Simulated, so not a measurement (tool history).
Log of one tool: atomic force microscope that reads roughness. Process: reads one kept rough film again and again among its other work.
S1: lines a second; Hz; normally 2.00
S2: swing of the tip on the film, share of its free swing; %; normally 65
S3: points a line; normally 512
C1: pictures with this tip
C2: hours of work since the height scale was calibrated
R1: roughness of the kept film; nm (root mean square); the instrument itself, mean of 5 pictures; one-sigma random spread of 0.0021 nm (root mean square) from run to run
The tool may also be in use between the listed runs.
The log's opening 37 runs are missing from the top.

{"run": 38, "hour": 562.0, "S1": 1.57, "S2": 55, "S3": 375, "C1": 37, "C2": 31, "R1": 0.773}
{"run": 39, "hour": 573.9, "S1": 1.57, "S2": 55, "S3": 375, "C1": 58, "C2": 38, "R1": 0.774}
{"run": 40, "hour": 586.4, "S1": 0.97, "S2": 65, "S3": 372, "C1": 80, "C2": 45, "R1": 0.764}
{"run": 41, "hour": 600.3, "S1": 0.76, "S2": 80, "S3": 353, "C1": 104, "C2": 53, "R1": 0.752}
{"hour": 602.7, "done": "height scale calibrated on a step standard, once more"}
{"run": 42, "hour": 616.4, "S1": 0.76, "S2": 80, "S3": 353, "C1": 131, "C2": 8, "R1": 0.739}
{"run": 43, "hour": 627.8, "S1": 0.76, "S2": 80, "S3": 353, "C1": 151, "C2": 15, "R1": 0.732}
{"run": 44, "hour": 637.2, "S1": 1.35, "S2": 79, "S3": 512, "C1": 167, "C2": 20, "R1": 0.722}
{"run": 45, "hour": 646.9, "S1": 1.56, "S2": 64, "S3": 626, "C1": 184, "C2": 26, "R1": 0.737}
{"run": 46, "hour": 658.9, "S1": 1.6, "S2": 67, "S3": 338, "C1": 205, "C2": 33, "R1": 0.728}
{"run": 47, "hour": 673.5, "S1": 0.61, "S2": 80, "S3": 649, "C1": 231, "C2": 41, "R1": 0.732}
{"run": 48, "hour": 682.8, "S1": 1.72, "S2": 73, "S3": 791, "C1": 247, "C2": 47, "R1": 0.711}
{"run": 49, "hour": 701.2, "S1": 1.72, "S2": 73, "S3": 791, "C1": 280, "C2": 57, "R1": 0.712}
{"run": 50, "hour": 711.6, "S1": 1.33, "S2": 59, "S3": 301, "C1": 298, "C2": 63, "R1": 0.725}
{"run": 51, "hour": 719.6, "S1": 1.33, "S2": 59, "S3": 301, "C1": 312, "C2": 68, "R1": 0.727}
{"run": 52, "hour": 728.6, "S1": 3.68, "S2": 56, "S3": 512, "C1": 328, "C2": 73, "R1": 0.713}
{"run": 53, "hour": 736.8, "S1": 3.68, "S2": 88, "S3": 740, "C1": 342, "C2": 78, "R1": 0.602}

Forecast each of these 4 alternatives for the next run:
{"run": "A", "hour": 745.7, "S1": 2.39, "S2": 63, "S3": 986, "C1": 358, "C2": 83, "R1": "?"}
{"run": "B", "hour": 745.7, "S1": 1.25, "S2": 73, "S3": 828, "C1": 358, "C2": 83, "R1": "?"}
{"run": "C", "hour": 745.7, "S1": 2.0, "S2": 56, "S3": 908, "C1": 358, "C2": 83, "R1": "?"}
{"run": "D", "hour": 745.7, "S1": 0.75, "S2": 65, "S3": 851, "C1": 358, "C2": 83, "R1": "?"}

run=A R1=0.707
run=B R1=0.708
run=C R1=0.724
run=D R1=0.727
Stripped of hidden state, with their random variation kept, the same runs would have yielded:
run=A R1=0.753
run=B R1=0.754
run=C R1=0.770
run=D R1=0.774

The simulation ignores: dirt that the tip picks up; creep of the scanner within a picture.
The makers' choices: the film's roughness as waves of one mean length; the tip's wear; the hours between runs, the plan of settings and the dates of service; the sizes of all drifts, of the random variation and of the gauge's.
